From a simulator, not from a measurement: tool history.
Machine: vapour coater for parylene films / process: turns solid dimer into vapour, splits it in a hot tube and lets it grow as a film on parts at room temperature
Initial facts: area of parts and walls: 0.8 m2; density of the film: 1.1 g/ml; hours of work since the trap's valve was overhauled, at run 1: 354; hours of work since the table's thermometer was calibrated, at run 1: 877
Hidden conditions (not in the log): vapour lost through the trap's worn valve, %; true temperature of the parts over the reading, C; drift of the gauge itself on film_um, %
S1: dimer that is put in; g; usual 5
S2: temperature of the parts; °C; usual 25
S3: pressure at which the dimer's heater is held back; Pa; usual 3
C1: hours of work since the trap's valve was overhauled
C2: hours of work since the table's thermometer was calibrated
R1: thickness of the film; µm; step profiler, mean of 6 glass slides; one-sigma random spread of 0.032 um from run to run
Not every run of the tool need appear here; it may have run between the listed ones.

Run 1, hour 0: usual settings; C1 354; C2 877. Result: R1 3.85 µm.
Run 2, hour 22.2: usual settings; C1 369; C2 893. Result: R1 3.83 µm.
Run 3, hour 48.9: usual settings; C1 388; C2 911. Result: R1 3.82 µm.
Run 4, hour 81.9: usual settings; C1 411; C2 934. Result: R1 3.8 µm.
Run 5, hour 121.7: usual settings; C1 438; C2 962. Result: R1 3.76 µm.
Run 6, hour 138.2: usual settings; C1 450; C2 973. Result: R1 3.71 µm.
At hour 154.9: trap's valve overhauled.
Run 7, hour 174.3: usual settings; C1 14; C2 996. Result: R1 3.6 µm.
Run 8, hour 197.5: usual settings; C1 30; C2 1012. Result: R1 3.62 µm.
Run 9, hour 228.5: usual settings; C1 51; C2 1034. Result: R1 3.6 µm.
Run 10, hour 246: usual settings; C1 63; C2 1046. Result: R1 3.52 µm.
Run 11, hour 272.8: usual settings; C1 82; C2 1064. Result: R1 3.58 µm.
Run 12, hour 290.4: usual settings but S3 2.24 Pa; C1 94; C2 1077. Result: R1 3.83 µm.
Run 13, hour 330.8: usual settings but S3 4.14 Pa; C1 122; C2 1105. Result: R1 3.3 µm.
Run 14, hour 354.8: usual settings but S1 8 g, S3 3.86 Pa; C1 139; C2 1121. Result: R1 5.36 µm.
Run 15, hour 373.5: usual settings but S3 5.4 Pa; C1 152; C2 1134. Result: R1 3.09 µm.
At hour 396.3: trap's valve overhauled, once more.
Run 16, hour 405.8: usual settings but S1 6 g, S2 36 °C; C1 7; C2 1154. Result: R1 3.53 µm.
Run 17, hour 432.8: usual settings but S1 6 g, S2 36 °C; C1 25; C2 1173. Result: R1 3.57 µm.
Run 18, hour 450.1: usual settings but S1 4 g, S2 30 °C, S3 7.19 Pa; C1 37; C2 1185. Result: R1 2.24 µm.
Run 19, hour 472.8: usual settings but S1 4 g, S2 30 °C, S3 7.19 Pa; C1 53; C2 1201. Result: R1 2.27 µm.
Run 20, hour 491.6: usual settings but S1 2 g, S3 2.47 Pa; C1 66; C2 1214. Result: R1 1.65 µm.
Run 21, hour 525.7: usual settings but S1 2 g, S2 21 °C, S3 4.7 Pa; C1 90; C2 1238. Result: R1 1.58 µm.
Run 22, hour 544.5: usual settings but S1 9 g, S2 30 °C, S3 8.43 Pa; C1 103; C2 1251. Result: R1 4.94 µm.
Run 23, hour 572.3: usual settings but S1 3 g, S2 18 °C, S3 2.63 Pa; C1 122; C2 1270. Result: R1 2.97 µm.
Run 24, hour 611.7: usual settings but S1 3 g, S2 18 °C, S3 2.63 Pa; C1 150; C2 1297. Result: R1 2.93 µm.
Run 25, hour 646.7: usual settings but S1 8 g, S2 29 °C, S3 2.39 Pa; C1 174; C2 1322. Result: R1 5.83 µm.
Run 26, hour 677.6: usual settings but S1 3 g, S2 30 °C, S3 3.78 Pa; C1 196; C2 1343. Result: R1 1.91 µm.

Measured less the same run without the tool's hidden state. The same run-to-run variation is in both; the gauge's scatter may not be:
run     R1
  1  -0.27
  2  -0.28
  3  -0.28
  4  -0.31
  5  -0.32
  6  -0.33
  7  -0.48
  8  -0.48
  9   -0.5
 10   -0.5
 11  -0.51
 12  -0.57
 13   -0.5
 14  -0.83
 15  -0.49
 16  -0.09
 17   -0.1
 18  -0.07
 19  -0.07
 20  -0.06
 21  -0.06
 22  -0.19
 23  -0.13
 24  -0.14
 25   -0.3
 26  -0.11
